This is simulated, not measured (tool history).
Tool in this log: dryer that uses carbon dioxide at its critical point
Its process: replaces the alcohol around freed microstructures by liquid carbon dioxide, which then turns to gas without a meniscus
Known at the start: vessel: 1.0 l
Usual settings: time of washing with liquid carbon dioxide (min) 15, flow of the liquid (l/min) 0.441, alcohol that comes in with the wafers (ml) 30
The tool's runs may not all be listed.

| run | day | time of washing with liquid carbon dioxide (min) | flow of the liquid (l/min) | alcohol that comes in with the wafers (ml) | alcohol left in the vessel before it's heated (ppm by volume) |
|---|---|---|---|---|---|
| 1 | 0.000 | 15 | 0.441 | 30 | 181 |
| 2 | 1.133 | 15 | 0.441 | 30 | 177 |
| 3 | 2.696 | 15 | 0.441 | 30 | 198 |
| 4 | 4.329 | 15 | 0.441 | 105 | 553 |
| 5 | 5.492 | 15 | 0.441 | 105 | 576 |
| 6 | 6.342 | 15 | 0.441 | 105 | 606 |
| 7 | 7.912 | 15 | 0.441 | 105 | 595 |
| 8 | 8.658 | 15 | 0.457 | 30 | 188 |
| 9 | 10.300 | 15 | 0.457 | 30 | 186 |
| 10 | 11.258 | 15 | 0.457 | 30 | 197 |
| 11 | 12.512 | 15 | 0.457 | 30 | 204 |
| 12 | 13.508 | 15 | 0.457 | 30 | 204 |
| 13 | 14.538 | 17 | 0.430 | 27 | 144 |
| 14 | 15.929 | 17 | 0.430 | 27 | 159 |
| 15 | 17.283 | 17 | 0.692 | 49 | 80 |
| 16 | 18.250 | 17 | 0.580 | 90 | 105 |
| 17 | 19.942 | 17 | 0.616 | 30 | 85 |
| 18 | 21.092 | 17 | 0.616 | 30 | 83 |
| 19 | 22.496 | 17 | 0.616 | 30 | 95 |
| 20 | 23.371 | 17 | 0.732 | 71 | 80 |

Branching from run 20: 4 alternative next runs. What would each branch give?
| A | 24.204 | 22 | 0.517 | 30 | ? |
| B | 24.204 | 23 | 0.340 | 30 | ? |
| C | 24.204 | 17 | 0.439 | 102 | ? |
| D | 24.204 | 16 | 0.327 | 41 | ? |

| run | alcohol left in the vessel before it's heated (ppm by volume) |
|---|---|
| A | 86 |
| B | 162 |
| C | 421 |
| D | 885 |
Take away the tool's hidden state, keep each run's random variation, and the runs would have read:
| run | alcohol left in the vessel before it's heated (ppm by volume) |
|---|---|
| A | 8 |
| B | 62 |
| C | 253 |
| D | 652 |
